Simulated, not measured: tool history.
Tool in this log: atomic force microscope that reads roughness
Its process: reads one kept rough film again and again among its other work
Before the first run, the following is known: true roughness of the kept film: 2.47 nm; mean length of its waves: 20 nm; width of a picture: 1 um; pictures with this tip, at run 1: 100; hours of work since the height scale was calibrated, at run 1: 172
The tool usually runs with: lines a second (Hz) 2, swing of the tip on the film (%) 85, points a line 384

| run | day | lines a second (Hz) | swing of the tip on the film (%) | points a line | pictures with this tip | hours of work since the height scale was calibrated | roughness of the kept film (nm (root mean square)) |
|---|---|---|---|---|---|---|---|
| 1 | 0 | 2 | 85 | 384 | 100 | 172 | 1.356 |
| 2 | 0.546 | 2 | 85 | 384 | 120 | 182 | 1.328 |
| 3 | 0.908 | 2 | 85 | 384 | 133 | 188 | 1.305 |
| 4 | 1.471 | 2 | 85 | 384 | 153 | 198 | 1.251 |
| 5 | 1.925 | 2 | 85 | 384 | 170 | 206 | 1.233 |
| 6 | 2.317 | 2 | 85 | 384 | 184 | 213 | 1.198 |
| 7 | 2.912 | 2 | 85 | 384 | 205 | 224 | 1.16 |
|  | 2.983 | new tip fitted |
| 8 | 3.429 | 2 | 85 | 384 | 16 | 233 | 1.575 |
| 9 | 4.1 | 2 | 85 | 384 | 40 | 245 | 1.495 |
| 10 | 4.533 | 2 | 85 | 384 | 56 | 253 | 1.448 |
| 11 | 5.054 | 2 | 85 | 346 | 75 | 262 | 1.414 |
| 12 | 5.554 | 2 | 89 | 384 | 93 | 271 | 1.316 |
| 13 | 6.054 | 2 | 89 | 384 | 111 | 280 | 1.271 |
| 14 | 6.688 | 2 | 85 | 384 | 133 | 291 | 1.279 |
| 15 | 7.329 | 2 | 85 | 384 | 157 | 302 | 1.232 |
| 16 | 7.929 | 2 | 85 | 384 | 178 | 313 | 1.203 |
| 17 | 8.604 | 2 | 85 | 384 | 203 | 325 | 1.15 |
|  | 8.738 | new tip fitted |
| 18 | 9.183 | 0.91 | 82 | 671 | 16 | 335 | 1.761 |
| 19 | 9.738 | 0.91 | 56 | 671 | 36 | 345 | 1.805 |
| 20 | 10.25 | 2 | 58 | 384 | 54 | 354 | 1.68 |
| 21 | 10.817 | 2 | 58 | 384 | 75 | 364 | 1.624 |
| 22 | 11.25 | 2 | 58 | 384 | 90 | 372 | 1.581 |
| 23 | 11.854 | 3.9 | 72 | 384 | 112 | 383 | 1.32 |
| 24 | 12.238 | 3.9 | 72 | 384 | 126 | 390 | 1.312 |
| 25 | 12.538 | 3.9 | 72 | 384 | 137 | 395 | 1.282 |
| 26 | 13.138 | 1.24 | 71 | 756 | 158 | 406 | 1.43 |
| 27 | 13.479 | 0.88 | 56 | 509 | 171 | 412 | 1.445 |
| 28 | 13.883 | 0.82 | 85 | 384 | 185 | 419 | 1.325 |

The logged runs with the hidden state left out (each run's random variation unchanged):
The hidden state here: radius of the tip, nm; height scale over the true one, %; drift of the gauge itself on roughness_nm, %.
| run | roughness of the kept film (nm (root mean square)) |
|---|---|
| 1 | 1.606 |
| 2 | 1.619 |
| 3 | 1.627 |
| 4 | 1.609 |
| 5 | 1.624 |
| 6 | 1.617 |
| 7 | 1.61 |
| 8 | 1.628 |
| 9 | 1.615 |
| 10 | 1.617 |
| 11 | 1.625 |
| 12 | 1.561 |
| 13 | 1.55 |
| 14 | 1.612 |
| 15 | 1.608 |
| 16 | 1.623 |
| 17 | 1.607 |
| 18 | 1.827 |
| 19 | 1.937 |
| 20 | 1.865 |
| 21 | 1.868 |
| 22 | 1.866 |
| 23 | 1.613 |
| 24 | 1.635 |
| 25 | 1.626 |
| 26 | 1.87 |
| 27 | 1.928 |
| 28 | 1.805 |

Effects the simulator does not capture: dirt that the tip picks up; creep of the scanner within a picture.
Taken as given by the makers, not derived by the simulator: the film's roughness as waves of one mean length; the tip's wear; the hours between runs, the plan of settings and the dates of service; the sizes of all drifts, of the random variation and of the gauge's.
